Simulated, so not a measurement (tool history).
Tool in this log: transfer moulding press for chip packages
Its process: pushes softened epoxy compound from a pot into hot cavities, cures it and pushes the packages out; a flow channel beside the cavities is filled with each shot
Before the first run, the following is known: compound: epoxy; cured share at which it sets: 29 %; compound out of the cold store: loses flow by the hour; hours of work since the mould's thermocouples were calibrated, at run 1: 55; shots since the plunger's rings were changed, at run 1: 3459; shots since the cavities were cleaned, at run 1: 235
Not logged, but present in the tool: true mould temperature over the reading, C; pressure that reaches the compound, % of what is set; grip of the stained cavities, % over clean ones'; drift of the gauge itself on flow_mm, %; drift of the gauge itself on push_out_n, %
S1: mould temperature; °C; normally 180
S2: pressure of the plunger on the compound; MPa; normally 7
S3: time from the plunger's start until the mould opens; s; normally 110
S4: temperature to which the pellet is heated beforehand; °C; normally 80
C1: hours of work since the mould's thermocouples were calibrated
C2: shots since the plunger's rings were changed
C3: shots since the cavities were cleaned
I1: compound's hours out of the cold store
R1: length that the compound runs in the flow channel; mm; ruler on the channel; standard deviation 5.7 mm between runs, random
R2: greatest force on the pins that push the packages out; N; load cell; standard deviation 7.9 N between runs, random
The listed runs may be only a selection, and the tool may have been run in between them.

run 1 hour=0 | S1=180 S2=7 S3=110 S4=80 | C1=55 C2=3459 C3=235 | I1=31.1 | R1=837 R2=489
run 2 hour=9.2 | S1=180 S2=7 S3=110 S4=80 | C1=59 C2=3530 C3=306 | I1=16.6 | R1=914 R2=515
run 3 hour=16.9 | S1=180 S2=7 S3=110 S4=80 | C1=63 C2=3590 C3=366 | I1=8 | R1=972 R2=559
-- hour=27 plunger's sealing rings changed
run 4 hour=28.9 | S1=180 S2=7 S3=110 S4=80 | C1=67 C2=15 C3=440 | I1=40.5 | R1=846 R2=561
run 5 hour=42.2 | S1=180 S2=7 S3=110 S4=80 | C1=74 C2=118 C3=543 | I1=39.5 | R1=845 R2=595
run 6 hour=56.7 | S1=180 S2=7 S3=110 S4=80 | C1=80 C2=230 C3=655 | I1=30.2 | R1=899 R2=635
run 7 hour=66.2 | S1=186 S2=7 S3=110 S4=80 | C1=85 C2=304 C3=729 | I1=19.9 | R1=942 R2=513
-- hour=82 cavities cleaned with cleaning compound and waxed
run 8 hour=82.2 | S1=186 S2=7 S3=110 S4=80 | C1=92 C2=417 C3=2 | I1=42.8 | R1=808 R2=275
run 9 hour=94.7 | S1=186 S2=7 S3=110 S4=80 | C1=97 C2=514 C3=99 | I1=20 | R1=941 R2=327
run 10 hour=105.7 | S1=182 S2=8.4 S3=99 S4=77 | C1=103 C2=599 C3=184 | I1=45.8 | R1=877 R2=473
run 11 hour=117.5 | S1=176 S2=7 S3=110 S4=80 | C1=108 C2=691 C3=276 | I1=31.9 | R1=895 R2=609
run 12 hour=124.9 | S1=183 S2=7 S3=120 S4=83 | C1=112 C2=748 C3=333 | I1=14.3 | R1=973 R2=425
run 13 hour=137.4 | S1=180 S2=7 S3=110 S4=75 | C1=117 C2=846 C3=431 | I1=16.5 | R1=969 R2=585
run 14 hour=147.5 | S1=173 S2=7 S3=93 S4=80 | C1=122 C2=923 C3=508 | I1=14.7 | R1=1009 R2=1460
run 15 hour=155.3 | S1=177 S2=6.77 S3=110 S4=80 | C1=126 C2=984 C3=569 | I1=41.3 | R1=828 R2=701
run 16 hour=162.5 | S1=177 S2=6.48 S3=110 S4=90 | C1=129 C2=1040 C3=625 | I1=24.5 | R1=896 R2=739

Each row is a separate what-if for the run after 16, all from the same tool condition, not one after another. Results?
run A hour=168.7 | S1=177 S2=7.13 S3=123 S4=86 | C1=132 C2=1088 C3=673 | I1=31.9 | R1=? R2=?
run B hour=168.7 | S1=177 S2=6.48 S3=104 S4=90 | C1=132 C2=1088 C3=673 | I1=43.8 | R1=? R2=?
run C hour=168.7 | S1=177 S2=6.48 S3=120 S4=90 | C1=132 C2=1088 C3=673 | I1=30.7 | R1=? R2=?
run D hour=168.7 | S1=177 S2=7.74 S3=110 S4=84 | C1=132 C2=1088 C3=673 | I1=31.3 | R1=? R2=?

run=A R1=894 R2=622
run=B R1=791 R2=786
run=C R1=852 R2=650
run=D R1=924 R2=734
What these runs would have given with no unlogged condition in the tool:
run=A R1=914 R2=341
run=B R1=808 R2=427
run=C R1=871 R2=352
run=D R1=943 R2=394
